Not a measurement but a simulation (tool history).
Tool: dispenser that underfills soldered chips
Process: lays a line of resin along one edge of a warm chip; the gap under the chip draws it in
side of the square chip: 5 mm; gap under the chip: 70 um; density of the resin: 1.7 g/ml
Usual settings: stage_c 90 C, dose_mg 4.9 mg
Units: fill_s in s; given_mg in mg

run,hour,stage_c,dose_mg,fill_s,given_mg
1,0,90,4.9,5.5,4.54
2,6.1,90,4.9,7.2,4.52
# hour 9.5: new syringe of resin
3,10.5,90,4.9,5.6,4.52
4,16.7,90,4.9,6.3,4.52
# hour 20.8: new syringe of resin
5,22.7,90,4.9,5.3,4.47
6,29.1,90,4.8,7.1,4.44
# hour 32.2: new syringe of resin
7,34.3,90,4.8,6.2,4.31
8,38.9,90,4.8,6.8,4.34
# hour 43.9: new syringe of resin
9,45.2,90,4.8,5.6,4.34
# hour 46.7: dispensing valve cleaned and set on the balance
10,50,90,5.62,6.4,5.65
11,55.6,90,4.9,7.7,4.94
# hour 56.6: new syringe of resin
12,62.5,90,4.9,6.5,4.87
# hour 68: new syringe of resin
13,68,90,4.93,5.4,4.85
14,72.3,90,4.9,6.2,4.85
15,76.5,105,4.9,4.9,4.86
# hour 79.4: new syringe of resin
16,82.4,105,4.9,3.8,4.81
17,88,105,4.9,4.3,4.8
# hour 90.8: new syringe of resin
18,94.5,90,4.38,6.8,4.27
19,97.4,93,5.03,6,4.86
20,101,81,6.12,9.5,5.95
# hour 102.5: new syringe of resin
21,104.6,88,4.66,6.7,4.56
22,107.8,88,4.66,6.9,4.52
# hour 114: new syringe of resin
23,114.8,84,6.29,7.3,6.14
24,121.1,95,5.45,5.9,5.31
# hour 125.4: new syringe of resin
25,128.2,87,4.9,6.2,4.62
26,133.2,97,6.36,5.5,6.08
# hour 136.6: new syringe of resin
27,137.3,94,6.05,4.9,5.85
28,143.9,79,5.57,10.3,5.28
# hour 148.1: new syringe of resin
29,148.1,84,5.43,7.1,5.2
30,154.8,84,4.59,8.2,4.41
# hour 159.5: new syringe of resin
31,159.7,80,5.01,7.5,4.76
32,164.5,80,5.01,9.2,4.75
33,168.9,80,5.01,10.4,4.76
# hour 170.7: new syringe of resin
34,175.9,80,5.01,8.9,4.67
35,178.9,89,4.61,7.4,4.32

Forecast each of these 4 alternatives for the next run:
# hour 182: new syringe of resin
A,183.3,91,5.38,?,?
# hour 182: new syringe of resin
B,183.3,90,4.33,?,?
# hour 182: new syringe of resin
C,183.3,104,5.02,?,?
# hour 182: new syringe of resin
D,183.3,96,5.8,?,?

run,fill_s,given_mg
A,5.8,4.97
B,5.8,4.02
C,3.5,4.71
D,4.8,5.44
Without the tool's hidden state the same runs would have given:
run,fill_s,given_mg
A,5.4,5.31
B,5.4,4.3
C,3.2,5.03
D,4.5,5.81

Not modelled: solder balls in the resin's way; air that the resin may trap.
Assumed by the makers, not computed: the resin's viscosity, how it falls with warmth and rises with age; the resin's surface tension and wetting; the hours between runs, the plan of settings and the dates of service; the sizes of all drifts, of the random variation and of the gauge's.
